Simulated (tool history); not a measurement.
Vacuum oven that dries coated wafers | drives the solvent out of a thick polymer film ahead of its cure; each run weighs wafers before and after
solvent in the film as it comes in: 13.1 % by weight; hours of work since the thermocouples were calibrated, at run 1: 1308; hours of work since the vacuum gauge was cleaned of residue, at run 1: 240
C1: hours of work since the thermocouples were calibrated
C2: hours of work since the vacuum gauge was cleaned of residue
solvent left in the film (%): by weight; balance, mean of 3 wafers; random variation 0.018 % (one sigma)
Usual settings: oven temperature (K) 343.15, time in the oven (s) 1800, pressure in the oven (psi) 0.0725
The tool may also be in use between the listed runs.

run 1 hour=0.0 | oven_temperature_(K)=343.15 time_in_the_oven_(s)=1800 pressure_in_the_oven_(psi)=0.0725 | C1=1308 C2=240 | solvent_left_in_the_film_(%)=0.58
run 2 hour=8.3 | oven_temperature_(K)=349.15 time_in_the_oven_(s)=1800 pressure_in_the_oven_(psi)=0.0725 | C1=1313 C2=245 | solvent_left_in_the_film_(%)=0.23
run 3 hour=15.8 | oven_temperature_(K)=343.15 time_in_the_oven_(s)=1800 pressure_in_the_oven_(psi)=0.0725 | C1=1317 C2=249 | solvent_left_in_the_film_(%)=0.57
run 4 hour=25.2 | oven_temperature_(K)=343.15 time_in_the_oven_(s)=1800 pressure_in_the_oven_(psi)=0.0725 | C1=1322 C2=254 | solvent_left_in_the_film_(%)=0.58
run 5 hour=34.7 | oven_temperature_(K)=338.15 time_in_the_oven_(s)=1800 pressure_in_the_oven_(psi)=0.0725 | C1=1328 C2=259 | solvent_left_in_the_film_(%)=1.10
run 6 hour=45.6 | oven_temperature_(K)=338.15 time_in_the_oven_(s)=1800 pressure_in_the_oven_(psi)=0.0725 | C1=1334 C2=266 | solvent_left_in_the_film_(%)=1.12
run 7 hour=53.3 | oven_temperature_(K)=343.15 time_in_the_oven_(s)=1080 pressure_in_the_oven_(psi)=0.0725 | C1=1338 C2=270 | solvent_left_in_the_film_(%)=1.74
run 8 hour=64.8 | oven_temperature_(K)=343.15 time_in_the_oven_(s)=1080 pressure_in_the_oven_(psi)=0.0725 | C1=1344 C2=276 | solvent_left_in_the_film_(%)=1.70
run 9 hour=73.4 | oven_temperature_(K)=343.15 time_in_the_oven_(s)=1080 pressure_in_the_oven_(psi)=0.0725 | C1=1349 C2=281 | solvent_left_in_the_film_(%)=1.72
-- hour=75.8 vacuum gauge cleaned of residue and calibrated
run 10 hour=86.8 | oven_temperature_(K)=343.15 time_in_the_oven_(s)=1800 pressure_in_the_oven_(psi)=0.0383 | C1=1356 C2=6 | solvent_left_in_the_film_(%)=0.51
-- hour=99.8 vacuum gauge cleaned of residue and calibrated, once more
run 11 hour=103.1 | oven_temperature_(K)=343.15 time_in_the_oven_(s)=1800 pressure_in_the_oven_(psi)=0.0725 | C1=1364 C2=2 | solvent_left_in_the_film_(%)=0.54
run 12 hour=118.0 | oven_temperature_(K)=343.15 time_in_the_oven_(s)=1500 pressure_in_the_oven_(psi)=0.0725 | C1=1373 C2=10 | solvent_left_in_the_film_(%)=0.88
-- hour=130.7 oven's thermocouples calibrated
run 13 hour=132.1 | oven_temperature_(K)=343.15 time_in_the_oven_(s)=1500 pressure_in_the_oven_(psi)=0.0725 | C1=1 C2=17 | solvent_left_in_the_film_(%)=1.14
run 14 hour=145.5 | oven_temperature_(K)=343.15 time_in_the_oven_(s)=2520 pressure_in_the_oven_(psi)=0.0725 | C1=8 C2=25 | solvent_left_in_the_film_(%)=0.32
run 15 hour=154.0 | oven_temperature_(K)=343.15 time_in_the_oven_(s)=2520 pressure_in_the_oven_(psi)=0.0725 | C1=13 C2=29 | solvent_left_in_the_film_(%)=0.33
run 16 hour=165.7 | oven_temperature_(K)=343.15 time_in_the_oven_(s)=2520 pressure_in_the_oven_(psi)=0.0725 | C1=20 C2=36 | solvent_left_in_the_film_(%)=0.34
run 17 hour=181.0 | oven_temperature_(K)=343.15 time_in_the_oven_(s)=1800 pressure_in_the_oven_(psi)=0.1994 | C1=28 C2=45 | solvent_left_in_the_film_(%)=0.95
run 18 hour=189.9 | oven_temperature_(K)=343.15 time_in_the_oven_(s)=1800 pressure_in_the_oven_(psi)=0.1994 | C1=33 C2=50 | solvent_left_in_the_film_(%)=0.97
run 19 hour=204.6 | oven_temperature_(K)=331.15 time_in_the_oven_(s)=1620 pressure_in_the_oven_(psi)=0.0393 | C1=42 C2=58 | solvent_left_in_the_film_(%)=3.07
run 20 hour=218.3 | oven_temperature_(K)=348.15 time_in_the_oven_(s)=3180 pressure_in_the_oven_(psi)=0.0582 | C1=49 C2=66 | solvent_left_in_the_film_(%)=0.05
run 21 hour=227.7 | oven_temperature_(K)=348.15 time_in_the_oven_(s)=3180 pressure_in_the_oven_(psi)=0.0582 | C1=55 C2=71 | solvent_left_in_the_film_(%)=0.09
run 22 hour=237.0 | oven_temperature_(K)=352.15 time_in_the_oven_(s)=1440 pressure_in_the_oven_(psi)=0.0725 | C1=60 C2=76 | solvent_left_in_the_film_(%)=0.38
run 23 hour=251.7 | oven_temperature_(K)=353.15 time_in_the_oven_(s)=1800 pressure_in_the_oven_(psi)=0.2454 | C1=68 C2=85 | solvent_left_in_the_film_(%)=0.31
run 24 hour=265.5 | oven_temperature_(K)=352.15 time_in_the_oven_(s)=2760 pressure_in_the_oven_(psi)=0.1974 | C1=76 C2=92 | solvent_left_in_the_film_(%)=0.20
run 25 hour=278.5 | oven_temperature_(K)=347.15 time_in_the_oven_(s)=1020 pressure_in_the_oven_(psi)=0.0676 | C1=83 C2=100 | solvent_left_in_the_film_(%)=1.59
run 26 hour=286.3 | oven_temperature_(K)=347.15 time_in_the_oven_(s)=1020 pressure_in_the_oven_(psi)=0.2592 | C1=88 C2=104 | solvent_left_in_the_film_(%)=1.79
run 27 hour=298.8 | oven_temperature_(K)=343.15 time_in_the_oven_(s)=1680 pressure_in_the_oven_(psi)=0.1681 | C1=95 C2=111 | solvent_left_in_the_film_(%)=1.00
run 28 hour=314.1 | oven_temperature_(K)=343.15 time_in_the_oven_(s)=1680 pressure_in_the_oven_(psi)=0.1681 | C1=104 C2=120 | solvent_left_in_the_film_(%)=1.00
run 29 hour=327.0 | oven_temperature_(K)=343.15 time_in_the_oven_(s)=1680 pressure_in_the_oven_(psi)=0.1681 | C1=111 C2=127 | solvent_left_in_the_film_(%)=1.01
run 30 hour=337.7 | oven_temperature_(K)=356.15 time_in_the_oven_(s)=1020 pressure_in_the_oven_(psi)=0.0374 | C1=117 C2=133 | solvent_left_in_the_film_(%)=0.49
run 31 hour=346.9 | oven_temperature_(K)=343.15 time_in_the_oven_(s)=1860 pressure_in_the_oven_(psi)=0.0371 | C1=122 C2=138 | solvent_left_in_the_film_(%)=0.65
run 32 hour=353.8 | oven_temperature_(K)=343.15 time_in_the_oven_(s)=1860 pressure_in_the_oven_(psi)=0.0371 | C1=126 C2=142 | solvent_left_in_the_film_(%)=0.63
run 33 hour=367.7 | oven_temperature_(K)=343.15 time_in_the_oven_(s)=1860 pressure_in_the_oven_(psi)=0.0371 | C1=134 C2=150 | solvent_left_in_the_film_(%)=0.65

Forecast each of these 3 alternatives for the next run:
run A hour=381.6 | oven_temperature_(K)=352.15 time_in_the_oven_(s)=2160 pressure_in_the_oven_(psi)=0.0725 | C1=142 C2=158 | solvent_left_in_the_film_(%)=?
run B hour=381.6 | oven_temperature_(K)=343.15 time_in_the_oven_(s)=1860 pressure_in_the_oven_(psi)=0.1276 | C1=142 C2=158 | solvent_left_in_the_film_(%)=?
run C hour=381.6 | oven_temperature_(K)=343.15 time_in_the_oven_(s)=3060 pressure_in_the_oven_(psi)=0.0846 | C1=142 C2=158 | solvent_left_in_the_film_(%)=?

run=A solvent_left_in_the_film_(%)=0.13
run=B solvent_left_in_the_film_(%)=0.78
run=C solvent_left_in_the_film_(%)=0.23
Without the tool's hidden state the same runs would have given:
run=A solvent_left_in_the_film_(%)=0.12
run=B solvent_left_in_the_film_(%)=0.74
run=C solvent_left_in_the_film_(%)=0.21

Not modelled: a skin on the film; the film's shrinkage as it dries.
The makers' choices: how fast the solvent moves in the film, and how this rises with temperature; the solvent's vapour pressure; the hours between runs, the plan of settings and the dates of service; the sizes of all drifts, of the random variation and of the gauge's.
